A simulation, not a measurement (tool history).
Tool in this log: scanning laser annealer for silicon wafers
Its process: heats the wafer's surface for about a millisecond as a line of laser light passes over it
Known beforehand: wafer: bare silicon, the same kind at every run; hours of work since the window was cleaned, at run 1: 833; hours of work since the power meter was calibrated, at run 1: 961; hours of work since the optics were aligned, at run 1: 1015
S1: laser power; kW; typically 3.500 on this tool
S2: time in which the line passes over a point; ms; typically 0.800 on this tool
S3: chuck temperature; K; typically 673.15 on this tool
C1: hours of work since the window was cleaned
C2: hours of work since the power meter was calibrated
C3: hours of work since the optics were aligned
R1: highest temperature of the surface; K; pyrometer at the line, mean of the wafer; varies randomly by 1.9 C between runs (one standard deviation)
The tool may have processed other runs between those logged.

Run 1, hour 0.0: usual settings; C1 833; C2 961; C3 1015. Result: R1 1397.15 K.
Run 2, hour 69.8: usual settings but S3 690.15 K; C1 874; C2 1002; C3 1056. Result: R1 1411.15 K.
Run 3, hour 109.2: usual settings but S3 690.15 K; C1 897; C2 1026; C3 1080. Result: R1 1413.15 K.
Run 4, hour 155.5: usual settings but S3 690.15 K; C1 924; C2 1053; C3 1107. Result: R1 1412.15 K.
Run 5, hour 201.3: usual settings but S3 690.15 K; C1 951; C2 1080; C3 1134. Result: R1 1410.15 K.
At hour 229.7: window over the wafer cleaned.
Run 6, hour 274.2: usual settings but S3 690.15 K; C1 26; C2 1122; C3 1176. Result: R1 1425.15 K.
Run 7, hour 363.8: usual settings; C1 79; C2 1175; C3 1228. Result: R1 1410.15 K.
Run 8, hour 430.1: usual settings but S3 647.15 K; C1 118; C2 1214; C3 1267. Result: R1 1382.15 K.
Run 9, hour 492.9: usual settings but S3 647.15 K; C1 155; C2 1251; C3 1305. Result: R1 1383.15 K.
Run 10, hour 543.2: usual settings but S1 3.746 kW; C1 185; C2 1280; C3 1334. Result: R1 1461.15 K.
Run 11, hour 640.6: usual settings; C1 242; C2 1338; C3 1392. Result: R1 1402.15 K.
Run 12, hour 698.5: usual settings but S3 676.15 K; C1 276; C2 1372; C3 1426. Result: R1 1408.15 K.
Run 13, hour 776.3: usual settings; C1 322; C2 1418; C3 1472. Result: R1 1398.15 K.
At hour 784.9: laser's power meter calibrated.
Run 14, hour 845.5: usual settings but S3 693.15 K; C1 361; C2 36; C3 1511. Result: R1 1422.15 K.
Run 15, hour 889.1: usual settings but S3 648.15 K; C1 387; C2 61; C3 1536. Result: R1 1378.15 K.
Run 16, hour 983.0: usual settings but S3 648.15 K; C1 442; C2 117; C3 1592. Result: R1 1368.15 K.
Run 17, hour 1074.8: usual settings but S3 648.15 K; C1 496; C2 171; C3 1646. Result: R1 1370.15 K.
At hour 1161.8: laser's power meter calibrated, once more.
Run 18, hour 1172.1: usual settings but S1 3.101 kW; C1 552; C2 6; C3 1701. Result: R1 1315.15 K.
Run 19, hour 1247.4: usual settings but S1 3.101 kW; C1 596; C2 50; C3 1746. Result: R1 1314.15 K.
Run 20, hour 1287.0: usual settings but S1 3.529 kW; C1 620; C2 74; C3 1769. Result: R1 1407.15 K.
Run 21, hour 1375.2: usual settings but S3 645.15 K; C1 672; C2 126; C3 1821. Result: R1 1371.15 K.
Run 22, hour 1460.0: usual settings but S2 0.963 ms, S3 703.15 K; C1 722; C2 176; C3 1871. Result: R1 1504.15 K.
At hour 1515.7: optics aligned, line set to its width.
Run 23, hour 1541.0: usual settings but S1 3.845 kW, S2 0.963 ms, S3 703.15 K; C1 766; C2 220; C3 15. Result: R1 1608.15 K.
Run 24, hour 1608.4: usual settings but S1 3.846 kW, S2 0.778 ms, S3 682.15 K; C1 806; C2 260; C3 55. Result: R1 1482.15 K.
Run 25, hour 1698.8: usual settings but S2 0.758 ms, S3 650.15 K; C1 859; C2 314; C3 108. Result: R1 1364.15 K.
Run 26, hour 1762.7: usual settings but S1 3.469 kW, S2 0.743 ms, S3 650.15 K; C1 897; C2 351; C3 146. Result: R1 1348.15 K.
Run 27, hour 1801.8: usual settings but S1 3.194 kW, S2 0.766 ms, S3 671.15 K; C1 920; C2 374; C3 169. Result: R1 1322.15 K.
Run 28, hour 1864.4: usual settings but S1 3.194 kW, S2 0.766 ms, S3 671.15 K; C1 957; C2 411; C3 206. Result: R1 1321.15 K.
At hour 1881.4: window over the wafer cleaned.
Run 29, hour 1925.6: usual settings but S1 3.807 kW, S2 0.743 ms, S3 663.15 K; C1 26; C2 446; C3 240. Result: R1 1454.15 K.
Run 30, hour 1979.4: usual settings but S1 3.266 kW, S2 0.631 ms, S3 663.15 K; C1 58; C2 478; C3 272. Result: R1 1277.15 K.
Run 31, hour 2027.8: usual settings but S1 3.475 kW, S2 0.723 ms, S3 663.15 K; C1 86; C2 506; C3 301. Result: R1 1369.15 K.
Run 32, hour 2073.9: usual settings but S1 3.475 kW, S2 0.723 ms, S3 663.15 K; C1 113; C2 533; C3 328. Result: R1 1371.15 K.
Run 33, hour 2135.9: usual settings but S1 3.475 kW, S2 0.723 ms, S3 663.15 K; C1 150; C2 570; C3 364. Result: R1 1365.15 K.
Run 34, hour 2203.5: usual settings but S2 0.791 ms, S3 678.15 K; C1 190; C2 610; C3 404. Result: R1 1420.15 K.
Run 35, hour 2252.6: usual settings but S1 3.653 kW, S3 706.15 K; C1 219; C2 639; C3 433. Result: R1 1489.15 K.
Run 36, hour 2318.1: usual settings but S1 3.653 kW, S3 706.15 K; C1 257; C2 677; C3 472. Result: R1 1488.15 K.
Run 37, hour 2399.0: usual settings but S1 3.653 kW, S3 706.15 K; C1 305; C2 725; C3 519. Result: R1 1488.15 K.
Run 38, hour 2438.2: usual settings but S1 3.766 kW, S2 0.898 ms, S3 700.15 K; C1 328; C2 748; C3 542. Result: R1 1556.15 K.
Run 39, hour 2515.1: usual settings but S2 0.781 ms, S3 698.15 K; C1 374; C2 793; C3 588. Result: R1 1430.15 K.

Hidden state at the last listed run before each entry between runs and at the first one after, where it differs:
In the gap between runs 5 and 6: window over the wafer cleaned (hour 229.7)
  light that passes the window, % of a clean one's: 97.26 -> 99.72; laser's true power over the reading, %: -0.5 -> -0.52; width of the line over the set one, %: 2.99 -> 3.1
  what was measured, less what the result would be without the hidden state, R1: -36.00 -> -18.00 K
In the gap between runs 13 and 14: laser's power meter calibrated (hour 784.9)
  light that passes the window, % of a clean one's: 98.88 -> 98.77; laser's true power over the reading, %: -0.66 -> -0.93; width of the line over the set one, %: 3.81 -> 3.9
  what was measured, less what the result would be without the hidden state, R1: -28.00 -> -31.00 K
In the gap between runs 17 and 18: laser's power meter calibrated, once more (hour 1161.8)
  light that passes the window, % of a clean one's: 98.38 -> 98.21; laser's true power over the reading, %: -0.99 -> 0.23; width of the line over the set one, %: 4.24 -> 4.37
  what was measured, less what the result would be without the hidden state, R1: -36.00 -> -25.00 K
In the gap between runs 22 and 23: optics aligned, line set to its width (hour 1515.7)
  light that passes the window, % of a clean one's: 97.73 -> 97.61; laser's true power over the reading, %: 0.16 -> 0.14; width of the line over the set one, %: 4.8 -> 0.16
  what was measured, less what the result would be without the hidden state, R1: -38.00 -> -22.00 K
In the gap between runs 28 and 29: window over the wafer cleaned (hour 1881.4)
  light that passes the window, % of a clean one's: 97.08 -> 99.89; laser's true power over the reading, %: 0.05 -> 0.04; width of the line over the set one, %: 0.65 -> 0.74
  what was measured, less what the result would be without the hidden state, R1: -22.00 -> -3.00 K
